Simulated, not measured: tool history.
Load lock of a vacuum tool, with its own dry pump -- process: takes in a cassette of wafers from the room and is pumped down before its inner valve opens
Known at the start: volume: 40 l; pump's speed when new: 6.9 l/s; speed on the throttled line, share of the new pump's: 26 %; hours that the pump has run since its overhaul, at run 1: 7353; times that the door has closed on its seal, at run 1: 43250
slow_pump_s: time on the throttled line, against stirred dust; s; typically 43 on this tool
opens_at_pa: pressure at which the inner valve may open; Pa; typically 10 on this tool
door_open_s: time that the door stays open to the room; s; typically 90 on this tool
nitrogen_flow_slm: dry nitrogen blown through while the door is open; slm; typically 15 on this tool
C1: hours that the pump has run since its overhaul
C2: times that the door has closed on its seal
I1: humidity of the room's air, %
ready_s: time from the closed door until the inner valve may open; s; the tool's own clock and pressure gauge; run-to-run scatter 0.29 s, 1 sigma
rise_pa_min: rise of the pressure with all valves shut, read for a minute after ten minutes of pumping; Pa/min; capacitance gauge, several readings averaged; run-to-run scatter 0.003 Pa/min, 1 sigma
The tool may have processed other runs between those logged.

Run 1, hour 0.0: usual settings; C1 7353; C2 43250; I1 44.0. Result: ready_s 86.0 s, rise_pa_min 0.029 Pa/min.
Run 2, hour 158.9: usual settings; C1 7512; C2 44016; I1 42.1. Result: ready_s 86.0 s, rise_pa_min 0.028 Pa/min.
Run 3, hour 351.0: usual settings; C1 7704; C2 44941; I1 41.1. Result: ready_s 85.7 s, rise_pa_min 0.026 Pa/min.
Run 4, hour 492.5: usual settings; C1 7846; C2 45623; I1 42.8. Result: ready_s 85.8 s, rise_pa_min 0.024 Pa/min.
Run 5, hour 658.5: usual settings; C1 8012; C2 46422; I1 42.8. Result: ready_s 85.8 s, rise_pa_min 0.028 Pa/min.
At hour 678.6: door's seal changed, seat wiped.
Run 6, hour 807.8: usual settings; C1 8159; C2 622; I1 43.5. Result: ready_s 85.8 s, rise_pa_min 0.028 Pa/min.
Run 7, hour 954.3: usual settings; C1 8306; C2 1328; I1 43.9. Result: ready_s 86.1 s, rise_pa_min 0.025 Pa/min.
Run 8, hour 1074.2: usual settings; C1 8426; C2 1905; I1 48.0. Result: ready_s 85.7 s, rise_pa_min 0.026 Pa/min.
Run 9, hour 1270.2: usual settings but nitrogen_flow_slm 5 slm; C1 8622; C2 2849; I1 46.9. Result: ready_s 85.6 s, rise_pa_min 0.041 Pa/min.
Run 10, hour 1352.1: usual settings but nitrogen_flow_slm 5 slm; C1 8704; C2 3244; I1 44.1. Result: ready_s 85.8 s, rise_pa_min 0.032 Pa/min.
Run 11, hour 1434.2: usual settings but nitrogen_flow_slm 6 slm; C1 8786; C2 3640; I1 43.3. Result: ready_s 85.5 s, rise_pa_min 0.031 Pa/min.
Run 12, hour 1559.9: usual settings but opens_at_pa 12 Pa, door_open_s 154 s; C1 8912; C2 4245; I1 41.0. Result: ready_s 84.6 s, rise_pa_min 0.031 Pa/min.

Expected results for the next run?
Run 13, hour 1648.1: usual settings but slow_pump_s 81 s, opens_at_pa 12 Pa, door_open_s 154 s; C1 9000; C2 4670; I1 41.2. Result: ready_s ?, rise_pa_min ?.

Run 13 came out at ready_s 112.8 s, rise_pa_min 0.038 Pa/min.
Without the tool's hidden state the same run would have given ready_s 112.8 s, rise_pa_min 0.038 Pa/min.
